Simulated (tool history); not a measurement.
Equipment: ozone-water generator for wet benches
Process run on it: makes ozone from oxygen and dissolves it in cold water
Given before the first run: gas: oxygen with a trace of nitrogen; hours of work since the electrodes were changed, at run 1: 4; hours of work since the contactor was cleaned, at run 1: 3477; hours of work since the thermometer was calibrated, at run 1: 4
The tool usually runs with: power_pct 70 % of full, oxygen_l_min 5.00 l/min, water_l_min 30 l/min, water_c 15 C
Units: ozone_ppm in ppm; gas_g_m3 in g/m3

run,hour,power_pct,oxygen_l_min,water_l_min,water_c,hours of work since the electrodes were changed,hours of work since the contactor was cleaned,hours of work since the thermometer was calibrated,ozone_ppm,gas_g_m3
1,0.0,70,5.00,30,15,4,3477,4,20.0,280.5
2,63.3,70,5.00,30,15,67,3540,67,20.0,277.4
3,141.9,70,5.00,30,15,144,3617,144,19.9,278.6
4,205.4,70,5.00,30,15,207,3680,207,19.8,275.6
5,240.7,70,5.00,30,15,242,3715,242,19.6,277.9
6,321.5,70,4.86,30,15,322,3795,322,19.6,281.7
7,373.6,90,5.00,30,15,374,3847,374,23.6,327.1
8,439.8,90,5.00,30,15,439,3912,439,23.8,329.0
9,517.7,70,5.00,30,15,516,3989,516,19.9,277.3
10,565.7,70,5.00,30,15,564,4037,564,19.7,277.3
11,608.4,70,5.00,30,16,606,4079,606,19.7,277.4
12,695.1,70,3.55,30,15,692,4165,692,17.5,318.3
13,737.3,70,3.55,30,15,733,4206,733,17.6,317.2
14,798.2,70,3.55,30,15,794,4267,794,17.5,318.5
15,839.9,70,5.00,30,15,835,4308,835,19.7,273.9
16,887.0,70,5.00,28,15,882,4355,882,20.9,278.3

What will run 17 give?
17,965.3,70,5.00,28,15,959,4432,959,?,?

{"run 17": {"ozone_ppm": 20.8, "gas_g_m3": 278.1}}
On a tool with no hidden condition, and with the same random variation, this run would have come out at ozone_ppm 22.1 ppm, gas_g_m3 280.8 g/m3.
